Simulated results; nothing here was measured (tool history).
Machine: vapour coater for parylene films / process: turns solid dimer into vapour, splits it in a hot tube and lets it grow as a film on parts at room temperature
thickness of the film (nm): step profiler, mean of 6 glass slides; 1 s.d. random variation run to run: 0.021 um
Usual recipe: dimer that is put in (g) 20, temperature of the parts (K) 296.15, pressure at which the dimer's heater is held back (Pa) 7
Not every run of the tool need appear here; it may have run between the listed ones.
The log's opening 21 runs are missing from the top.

run,hour,dimer that is put in (g),temperature of the parts (K),pressure at which the dimer's heater is held back (Pa),hours of work since the trap's valve was overhauled,hours of work since the table's thermometer was calibrated,thickness of the film (nm)
22,563.6,10,296.15,7,147,636,2310
23,598.6,20,296.15,7,167,656,4570
24,618.3,20,296.15,5.1,178,667,4840
25,634.8,9,296.15,4.28,188,676,2230
26,655.4,14,304.15,7,199,687,2240
27,687.2,14,304.15,7,217,705,2230
# hour 722.8: trap's valve overhauled
28,726.6,16,296.15,7,2,725,3850
29,742.7,13,295.15,7,11,734,3310
30,770,13,295.15,7,27,750,3260
31,798.8,20,301.15,2.21,43,766,4630
32,819.4,20,296.15,7,54,778,4800
33,849.8,14,303.15,7,71,795,2410
34,880.3,14,303.15,7,89,812,2420
35,914.2,29,303.15,4.78,108,831,5270
36,938.2,16,290.15,7.65,121,844,4850
37,966.6,8,292.15,4.13,137,860,2420
38,997,23,296.15,4.58,154,877,5730
39,1016.9,23,298.15,2.89,165,889,5640
40,1051.7,9,296.15,7,185,908,2070
41,1085.7,9,296.15,7,204,927,2060
42,1115.2,10,302.15,7,221,944,1740
# hour 1143.3: trap's valve overhauled
43,1143.5,10,302.15,7,0,958,1860
44,1167.7,10,302.15,7,14,971,1880
45,1199.8,10,288.15,5.22,32,989,3650
46,1217.2,20,289.15,10.51,42,999,6200

Alternative continuations, all from the tool just after run 46; predict every row:
A,1251.4,17,289.15,7,61,1018,?
B,1251.4,20,301.15,10.51,61,1018,?
C,1251.4,20,301.15,2.8,61,1018,?
D,1251.4,13,291.15,2.2,61,1018,?

run,thickness of the film (nm)
A,5600
B,3610
C,4460
D,4720
Without the tool's unlogged condition, the same runs would have read:
run,thickness of the film (nm)
A,5570
B,3590
C,4430
D,4690

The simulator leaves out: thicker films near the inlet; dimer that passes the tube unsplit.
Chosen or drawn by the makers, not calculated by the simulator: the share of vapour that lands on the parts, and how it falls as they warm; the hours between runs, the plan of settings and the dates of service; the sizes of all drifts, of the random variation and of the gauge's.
